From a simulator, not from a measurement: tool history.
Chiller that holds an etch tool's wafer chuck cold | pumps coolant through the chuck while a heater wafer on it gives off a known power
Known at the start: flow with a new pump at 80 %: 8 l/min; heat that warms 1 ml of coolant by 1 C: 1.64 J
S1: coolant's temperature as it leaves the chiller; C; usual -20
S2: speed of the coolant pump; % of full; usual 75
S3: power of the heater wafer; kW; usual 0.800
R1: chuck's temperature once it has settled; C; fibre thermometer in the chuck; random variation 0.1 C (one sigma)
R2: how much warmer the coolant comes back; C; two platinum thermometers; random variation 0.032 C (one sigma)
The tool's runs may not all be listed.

run 1 hour=0.0 | S1=-20 S2=75 S3=0.800 | R1=-12.2 R2=3.92
run 2 hour=53.3 | S1=-20 S2=75 S3=0.800 | R1=-12.3 R2=3.91
run 3 hour=84.3 | S1=-20 S2=75 S3=0.648 | R1=-13.6 R2=3.16
run 4 hour=117.8 | S1=-20 S2=75 S3=0.430 | R1=-15.9 R2=2.14
run 5 hour=163.8 | S1=-20 S2=75 S3=0.546 | R1=-14.9 R2=2.69
run 6 hour=216.4 | S1=-20 S2=75 S3=0.725 | R1=-13.0 R2=3.61
run 7 hour=256.0 | S1=-20 S2=75 S3=0.725 | R1=-13.0 R2=3.61
run 8 hour=308.8 | S1=-20 S2=75 S3=0.800 | R1=-12.2 R2=3.93
run 9 hour=338.5 | S1=-20 S2=75 S3=0.769 | R1=-12.5 R2=3.73
run 10 hour=371.8 | S1=-20 S2=75 S3=0.769 | R1=-12.6 R2=3.80
run 11 hour=417.5 | S1=-20 S2=75 S3=0.800 | R1=-12.1 R2=3.91
run 12 hour=453.5 | S1=-20 S2=75 S3=0.800 | R1=-12.3 R2=3.97
run 13 hour=478.5 | S1=-20 S2=75 S3=0.426 | R1=-16.0 R2=2.10
run 14 hour=505.5 | S1=-20 S2=75 S3=0.426 | R1=-15.7 R2=2.05
run 15 hour=528.9 | S1=-20 S2=75 S3=0.426 | R1=-15.7 R2=2.08
run 16 hour=573.1 | S1=-20 S2=75 S3=0.426 | R1=-15.6 R2=2.05
run 17 hour=599.8 | S1=-20 S2=64 S3=0.826 | R1=-10.8 R2=4.88
run 18 hour=633.6 | S1=-20 S2=75 S3=1.080 | R1=-9.4 R2=5.29
run 19 hour=670.5 | S1=-23 S2=77 S3=0.939 | R1=-14.1 R2=4.47
run 20 hour=709.4 | S1=-23 S2=71 S3=0.665 | R1=-16.3 R2=3.47
run 21 hour=733.7 | S1=-26 S2=92 S3=0.890 | R1=-18.4 R2=3.43
run 22 hour=762.5 | S1=-27 S2=75 S3=1.194 | R1=-15.1 R2=5.88
run 23 hour=789.8 | S1=-27 S2=75 S3=1.194 | R1=-15.2 R2=5.82
run 24 hour=824.5 | S1=-19 S2=86 S3=0.774 | R1=-12.1 R2=3.29
run 25 hour=856.9 | S1=-20 S2=67 S3=0.800 | R1=-11.4 R2=4.47
run 26 hour=884.8 | S1=-18 S2=67 S3=0.589 | R1=-11.7 R2=3.28
run 27 hour=916.4 | S1=-26 S2=81 S3=0.874 | R1=-18.0 R2=3.98
run 28 hour=952.1 | S1=-23 S2=73 S3=1.027 | R1=-12.6 R2=5.17
run 29 hour=990.2 | S1=-23 S2=97 S3=1.114 | R1=-14.0 R2=4.06
run 30 hour=1027.1 | S1=-15 S2=93 S3=0.986 | R1=-6.7 R2=3.85
run 31 hour=1066.9 | S1=-11 S2=93 S3=0.487 | R1=-6.9 R2=1.85

Some steps in R1 between neighbouring runs. How much of each would the tool show without its hidden state too (settings, what came in, random variation), and how much is left for the hidden state, with any gauge scatter that isn't in both results?
The hidden state here: heat passed by the chuck's channels, % of clean ones'; flow at a given pump speed, % of a new pump's; coolant's true temperature over the reading, C; drift of the gauge itself on chuck_c, C; drift of the gauge itself on warmer_back_c, C.
Run 21 -> 22: S1 -26 -> -27, S2 92 -> 75, S3 0.890 -> 1.194. R1 +3.3 C: hidden state +0.3, all else +3.0.
Run 23 -> 24: S1 -27 -> -19, S2 75 -> 86, S3 1.194 -> 0.774. R1 +3.1 C: hidden state -0.3, all else +3.4.
Run 26 -> 27: S1 -18 -> -26, S2 67 -> 81, S3 0.589 -> 0.874. R1 -6.3 C: hidden state +0.2, all else -6.5.
Run 27 -> 28: S1 -26 -> -23, S2 81 -> 73, S3 0.874 -> 1.027. R1 +5.4 C: hidden state +0.1, all else +5.3.
Run 29 -> 30: S1 -23 -> -15, S2 97 -> 93, S3 1.114 -> 0.986. R1 +7.3 C: hidden state +0.1, all else +7.2.
Run 30 -> 31: S1 -15 -> -11, S3 0.986 -> 0.487. R1 -0.2 C: hidden state -0.3, all else +0.1.

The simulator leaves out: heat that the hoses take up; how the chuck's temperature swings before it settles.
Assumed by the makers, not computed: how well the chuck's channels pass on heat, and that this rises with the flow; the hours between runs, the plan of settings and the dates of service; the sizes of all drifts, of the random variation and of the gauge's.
